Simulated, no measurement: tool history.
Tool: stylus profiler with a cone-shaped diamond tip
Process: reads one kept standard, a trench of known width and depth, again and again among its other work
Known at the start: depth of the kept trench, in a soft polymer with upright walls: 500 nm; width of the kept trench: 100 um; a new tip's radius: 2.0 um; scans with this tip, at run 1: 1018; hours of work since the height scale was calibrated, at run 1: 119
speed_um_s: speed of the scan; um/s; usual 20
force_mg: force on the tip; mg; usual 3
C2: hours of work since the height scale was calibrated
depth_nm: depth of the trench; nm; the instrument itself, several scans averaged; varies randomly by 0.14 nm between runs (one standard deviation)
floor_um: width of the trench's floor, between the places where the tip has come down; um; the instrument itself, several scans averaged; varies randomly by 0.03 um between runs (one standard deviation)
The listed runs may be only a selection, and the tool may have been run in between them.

{"run": 1, "hour": 0.0, "speed_um_s": 20, "force_mg": 3, "scans with this tip": 1018, "C2": 119, "depth_nm": 506.93, "floor_um": 97.18}
{"run": 2, "hour": 17.0, "speed_um_s": 20, "force_mg": 3, "scans with this tip": 1099, "C2": 129, "depth_nm": 506.77, "floor_um": 97.14}
{"run": 3, "hour": 43.4, "speed_um_s": 20, "force_mg": 7.07, "scans with this tip": 1225, "C2": 144, "depth_nm": 512.22, "floor_um": 97.15}
{"run": 4, "hour": 65.1, "speed_um_s": 20, "force_mg": 7.07, "scans with this tip": 1328, "C2": 156, "depth_nm": 512.45, "floor_um": 97.13}
{"run": 5, "hour": 81.8, "speed_um_s": 20, "force_mg": 1.8, "scans with this tip": 1408, "C2": 165, "depth_nm": 505.02, "floor_um": 97.04}
{"run": 6, "hour": 100.4, "speed_um_s": 20, "force_mg": 3, "scans with this tip": 1497, "C2": 175, "depth_nm": 507.02, "floor_um": 97.07}
{"run": 7, "hour": 129.2, "speed_um_s": 59, "force_mg": 3, "scans with this tip": 1634, "C2": 191, "depth_nm": 506.88, "floor_um": 96.88}
{"run": 8, "hour": 155.7, "speed_um_s": 59, "force_mg": 3.45, "scans with this tip": 1760, "C2": 206, "depth_nm": 507.7, "floor_um": 96.89}
{"run": 9, "hour": 170.6, "speed_um_s": 59, "force_mg": 3.45, "scans with this tip": 1831, "C2": 215, "depth_nm": 507.9, "floor_um": 96.92}
{"run": 10, "hour": 185.1, "speed_um_s": 59, "force_mg": 3.45, "scans with this tip": 1900, "C2": 223, "depth_nm": 507.94, "floor_um": 96.89}
{"run": 11, "hour": 198.8, "speed_um_s": 59, "force_mg": 3.45, "scans with this tip": 1966, "C2": 230, "depth_nm": 507.42, "floor_um": 96.85}
{"run": 12, "hour": 217.8, "speed_um_s": 59, "force_mg": 3.45, "scans with this tip": 2056, "C2": 241, "depth_nm": 507.62, "floor_um": 96.83}
{"run": 13, "hour": 237.7, "speed_um_s": 73, "force_mg": 3, "scans with this tip": 2151, "C2": 252, "depth_nm": 507.09, "floor_um": 96.76}
{"run": 14, "hour": 257.7, "speed_um_s": 73, "force_mg": 3, "scans with this tip": 2247, "C2": 263, "depth_nm": 507.01, "floor_um": 96.79}
{"run": 15, "hour": 280.9, "speed_um_s": 59, "force_mg": 2.88, "scans with this tip": 2357, "C2": 276, "depth_nm": 506.82, "floor_um": 96.8}
{"run": 16, "hour": 310.6, "speed_um_s": 59, "force_mg": 6.73, "scans with this tip": 2499, "C2": 293, "depth_nm": 512.16, "floor_um": 96.92}
{"run": 17, "hour": 327.2, "speed_um_s": 47, "force_mg": 2.88, "scans with this tip": 2578, "C2": 302, "depth_nm": 507.02, "floor_um": 96.82}
{"run": 18, "hour": 353.7, "speed_um_s": 6, "force_mg": 7.81, "scans with this tip": 2704, "C2": 317, "depth_nm": 513.16, "floor_um": 97.02}
{"run": 19, "hour": 368.3, "speed_um_s": 6, "force_mg": 7.81, "scans with this tip": 2774, "C2": 325, "depth_nm": 513.07, "floor_um": 96.93}
{"hour": 370.7, "done": "height scale calibrated on a step standard"}
{"run": 20, "hour": 385.4, "speed_um_s": 32, "force_mg": 1.85, "scans with this tip": 2853, "C2": 8, "depth_nm": 505.31, "floor_um": 96.82}
{"run": 21, "hour": 403.0, "speed_um_s": 17, "force_mg": 7.42, "scans with this tip": 2937, "C2": 18, "depth_nm": 512.72, "floor_um": 96.93}
{"run": 22, "hour": 422.0, "speed_um_s": 31, "force_mg": 3.26, "scans with this tip": 3027, "C2": 29, "depth_nm": 507.62, "floor_um": 96.89}
{"hour": 429.3, "done": "height scale calibrated on a step standard, once more"}
{"run": 23, "hour": 445.6, "speed_um_s": 7, "force_mg": 7.64, "scans with this tip": 3138, "C2": 9, "depth_nm": 513.25, "floor_um": 96.98}
{"run": 24, "hour": 461.4, "speed_um_s": 61, "force_mg": 5.97, "scans with this tip": 3213, "C2": 18, "depth_nm": 511.4, "floor_um": 96.73}
{"run": 25, "hour": 488.3, "speed_um_s": 61, "force_mg": 5.97, "scans with this tip": 3341, "C2": 33, "depth_nm": 510.99, "floor_um": 96.79}
{"run": 26, "hour": 502.2, "speed_um_s": 17, "force_mg": 1.32, "scans with this tip": 3408, "C2": 41, "depth_nm": 504.4, "floor_um": 96.81}
{"run": 27, "hour": 527.7, "speed_um_s": 57, "force_mg": 5.45, "scans with this tip": 3529, "C2": 55, "depth_nm": 510.89, "floor_um": 96.75}

Alternative continuations, all from the tool just after run 27; predict every row:
{"run": "A", "hour": 550.8, "speed_um_s": 27, "force_mg": 6.82, "scans with this tip": 3639, "C2": 68, "depth_nm": "?", "floor_um": "?"}
{"run": "B", "hour": 550.8, "speed_um_s": 33, "force_mg": 4.56, "scans with this tip": 3639, "C2": 68, "depth_nm": "?", "floor_um": "?"}
{"run": "C", "hour": 550.8, "speed_um_s": 20, "force_mg": 3.11, "scans with this tip": 3639, "C2": 68, "depth_nm": "?", "floor_um": "?"}
{"run": "D", "hour": 550.8, "speed_um_s": 57, "force_mg": 1.1, "scans with this tip": 3639, "C2": 68, "depth_nm": "?", "floor_um": "?"}

run=A depth_nm=512.64 floor_um=96.82
run=B depth_nm=509.46 floor_um=96.84
run=C depth_nm=507.65 floor_um=96.86
run=D depth_nm=503.87 floor_um=96.54
Take away the tool's hidden state, keep each run's random variation, and the runs would have read:
run=A depth_nm=512.26 floor_um=97.26
run=B depth_nm=509.08 floor_um=97.28
run=C depth_nm=507.26 floor_um=97.3
run=D depth_nm=503.49 floor_um=96.99
